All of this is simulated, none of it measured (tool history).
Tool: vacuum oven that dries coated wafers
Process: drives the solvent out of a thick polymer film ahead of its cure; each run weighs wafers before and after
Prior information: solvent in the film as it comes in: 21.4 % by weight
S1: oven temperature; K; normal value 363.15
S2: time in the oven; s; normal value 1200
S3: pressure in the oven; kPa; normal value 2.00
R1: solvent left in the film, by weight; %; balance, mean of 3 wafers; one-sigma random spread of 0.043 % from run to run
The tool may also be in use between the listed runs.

Run 1, hour 0.0: usual settings. Result: R1 5.50 %.
Run 2, hour 10.4: usual settings. Result: R1 5.50 %.
Run 3, hour 25.1: usual settings. Result: R1 5.53 %.
Run 4, hour 38.1: usual settings. Result: R1 5.53 %.
Run 5, hour 45.3: usual settings. Result: R1 5.58 %.
Run 6, hour 51.9: usual settings but S2 1020 s. Result: R1 6.40 %.
Run 7, hour 66.9: usual settings but S2 1020 s. Result: R1 6.42 %.
Run 8, hour 76.4: usual settings but S3 3.45 kPa. Result: R1 6.64 %.
At hour 79.6: oven's thermocouples calibrated.
Run 9, hour 86.9: usual settings but S3 3.45 kPa. Result: R1 6.71 %.
Run 10, hour 101.9: usual settings but S3 3.45 kPa. Result: R1 6.72 %.
Run 11, hour 110.0: usual settings but S3 3.45 kPa. Result: R1 6.73 %.
Run 12, hour 117.3: usual settings but S1 359.15 K, S3 7.44 kPa. Result: R1 11.64 %.
Run 13, hour 127.8: usual settings but S1 362.15 K, S3 4.68 kPa. Result: R1 8.06 %.
Run 14, hour 136.5: usual settings but S1 367.15 K, S2 1800 s, S3 2.71 kPa. Result: R1 3.47 %.
Run 15, hour 146.8: usual settings but S1 367.15 K, S2 1800 s, S3 2.71 kPa. Result: R1 3.42 %.
At hour 153.1: oven's thermocouples calibrated, once more.
Run 16, hour 161.3: usual settings but S1 367.15 K, S2 1800 s, S3 3.08 kPa. Result: R1 3.67 %.
Run 17, hour 174.0: usual settings but S1 373.15 K, S3 1.65 kPa. Result: R1 2.68 %.

Forecast each of these 4 alternatives for the next run:
Run A, hour 186.6: usual settings but S1 373.15 K, S2 1980 s, S3 1.65 kPa. Result: R1 ?.
Run B, hour 186.6: usual settings but S1 373.15 K, S3 3.61 kPa. Result: R1 ?.
Run C, hour 186.6: usual settings but S1 373.15 K, S3 2.25 kPa. Result: R1 ?.
Run D, hour 186.6: usual settings but S3 1.41 kPa. Result: R1 ?.

run    R1
  A  1.45
  B  3.82
  C  3.00
  D  5.15
With no hidden state in the tool, these same runs would have given:
run    R1
  A  1.26
  B  3.60
  C  2.79
  D  4.86
